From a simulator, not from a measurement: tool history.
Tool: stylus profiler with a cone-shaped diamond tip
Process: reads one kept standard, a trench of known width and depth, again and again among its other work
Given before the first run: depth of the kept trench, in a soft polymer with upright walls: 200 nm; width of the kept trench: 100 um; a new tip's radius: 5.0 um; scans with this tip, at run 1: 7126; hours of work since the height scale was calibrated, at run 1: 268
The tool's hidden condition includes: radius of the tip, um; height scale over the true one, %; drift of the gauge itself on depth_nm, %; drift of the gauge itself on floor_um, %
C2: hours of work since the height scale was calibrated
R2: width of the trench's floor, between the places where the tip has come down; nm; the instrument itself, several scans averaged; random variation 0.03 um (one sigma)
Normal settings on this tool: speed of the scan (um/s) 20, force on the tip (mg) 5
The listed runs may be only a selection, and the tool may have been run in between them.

run 1 hour=0 | speed_of_the_scan_(um/s)=20 force_on_the_tip_(mg)=5 | scans_with_this_tip=7126 C2=268 | depth_of_the_trench_(nm)=205.53 R2=95420
run 2 hour=73.8 | speed_of_the_scan_(um/s)=50 force_on_the_tip_(mg)=5 | scans_with_this_tip=7418 C2=326 | depth_of_the_trench_(nm)=205.58 R2=95230
run 3 hour=133.7 | speed_of_the_scan_(um/s)=5 force_on_the_tip_(mg)=5 | scans_with_this_tip=7655 C2=373 | depth_of_the_trench_(nm)=205.57 R2=95240
run 4 hour=224.8 | speed_of_the_scan_(um/s)=8 force_on_the_tip_(mg)=5 | scans_with_this_tip=8016 C2=444 | depth_of_the_trench_(nm)=205.53 R2=95230
run 5 hour=341.1 | speed_of_the_scan_(um/s)=20 force_on_the_tip_(mg)=4.24 | scans_with_this_tip=8476 C2=535 | depth_of_the_trench_(nm)=204.92 R2=95110
run 6 hour=411 | speed_of_the_scan_(um/s)=20 force_on_the_tip_(mg)=4.24 | scans_with_this_tip=8753 C2=590 | depth_of_the_trench_(nm)=204.9 R2=95070
run 7 hour=516.2 | speed_of_the_scan_(um/s)=20 force_on_the_tip_(mg)=4.24 | scans_with_this_tip=9169 C2=673 | depth_of_the_trench_(nm)=204.88 R2=94980
run 8 hour=598.9 | speed_of_the_scan_(um/s)=20 force_on_the_tip_(mg)=4.24 | scans_with_this_tip=9496 C2=737 | depth_of_the_trench_(nm)=204.8 R2=94930
run 9 hour=717.6 | speed_of_the_scan_(um/s)=20 force_on_the_tip_(mg)=3.97 | scans_with_this_tip=9966 C2=831 | depth_of_the_trench_(nm)=204.6 R2=94830
run 10 hour=816.4 | speed_of_the_scan_(um/s)=20 force_on_the_tip_(mg)=3.97 | scans_with_this_tip=10357 C2=908 | depth_of_the_trench_(nm)=204.59 R2=94780
run 11 hour=931.4 | speed_of_the_scan_(um/s)=43 force_on_the_tip_(mg)=8.05 | scans_with_this_tip=10812 C2=998 | depth_of_the_trench_(nm)=207.44 R2=94730
-- hour=979.1 new tip fitted, height scale calibrated
run 12 hour=1007.5 | speed_of_the_scan_(um/s)=12 force_on_the_tip_(mg)=3.96 | scans_with_this_tip=112 C2=22 | depth_of_the_trench_(nm)=204.9 R2=97100
run 13 hour=1108.6 | speed_of_the_scan_(um/s)=12 force_on_the_tip_(mg)=3.96 | scans_with_this_tip=512 C2=102 | depth_of_the_trench_(nm)=204.78 R2=97030
run 14 hour=1219.7 | speed_of_the_scan_(um/s)=6 force_on_the_tip_(mg)=5.97 | scans_with_this_tip=952 C2=189 | depth_of_the_trench_(nm)=206.33 R2=96910
run 15 hour=1332 | speed_of_the_scan_(um/s)=6 force_on_the_tip_(mg)=8.07 | scans_with_this_tip=1396 C2=277 | depth_of_the_trench_(nm)=207.65 R2=96840
run 16 hour=1416.3 | speed_of_the_scan_(um/s)=7 force_on_the_tip_(mg)=9.97 | scans_with_this_tip=1730 C2=343 | depth_of_the_trench_(nm)=208.91 R2=96690
run 17 hour=1497.6 | speed_of_the_scan_(um/s)=7 force_on_the_tip_(mg)=9.97 | scans_with_this_tip=2051 C2=407 | depth_of_the_trench_(nm)=208.79 R2=96600
run 18 hour=1558.1 | speed_of_the_scan_(um/s)=33 force_on_the_tip_(mg)=4.84 | scans_with_this_tip=2291 C2=454 | depth_of_the_trench_(nm)=205.3 R2=96530
run 19 hour=1631.6 | speed_of_the_scan_(um/s)=20 force_on_the_tip_(mg)=3.47 | scans_with_this_tip=2582 C2=512 | depth_of_the_trench_(nm)=204.26 R2=96440
run 20 hour=1749.5 | speed_of_the_scan_(um/s)=11 force_on_the_tip_(mg)=11.68 | scans_with_this_tip=3048 C2=604 | depth_of_the_trench_(nm)=209.8 R2=96260

Consider 5 possible next runs. They are alternatives, not a sequence: every one starts from the tool as it was left by run 20. What does each give?
run A hour=1838.5 | speed_of_the_scan_(um/s)=65 force_on_the_tip_(mg)=4.12 | scans_with_this_tip=3400 C2=674 | depth_of_the_trench_(nm)=? R2=?
run B hour=1838.5 | speed_of_the_scan_(um/s)=19 force_on_the_tip_(mg)=11.03 | scans_with_this_tip=3400 C2=674 | depth_of_the_trench_(nm)=? R2=?
run C hour=1838.5 | speed_of_the_scan_(um/s)=20 force_on_the_tip_(mg)=13.97 | scans_with_this_tip=3400 C2=674 | depth_of_the_trench_(nm)=? R2=?
run D hour=1838.5 | speed_of_the_scan_(um/s)=9 force_on_the_tip_(mg)=2.19 | scans_with_this_tip=3400 C2=674 | depth_of_the_trench_(nm)=? R2=?
run E hour=1838.5 | speed_of_the_scan_(um/s)=12 force_on_the_tip_(mg)=9.69 | scans_with_this_tip=3400 C2=674 | depth_of_the_trench_(nm)=? R2=?

run=A depth_of_the_trench_(nm)=204.72 R2=96150
run=B depth_of_the_trench_(nm)=209.31 R2=96250
run=C depth_of_the_trench_(nm)=210.97 R2=96280
run=D depth_of_the_trench_(nm)=203.08 R2=96260
run=E depth_of_the_trench_(nm)=208.52 R2=96310
With no hidden state in the tool, these same runs would have given:
run=A depth_of_the_trench_(nm)=204.9 R2=97080
run=B depth_of_the_trench_(nm)=209.5 R2=97170
run=C depth_of_the_trench_(nm)=211.16 R2=97210
run=D depth_of_the_trench_(nm)=203.26 R2=97180
run=E depth_of_the_trench_(nm)=208.71 R2=97230

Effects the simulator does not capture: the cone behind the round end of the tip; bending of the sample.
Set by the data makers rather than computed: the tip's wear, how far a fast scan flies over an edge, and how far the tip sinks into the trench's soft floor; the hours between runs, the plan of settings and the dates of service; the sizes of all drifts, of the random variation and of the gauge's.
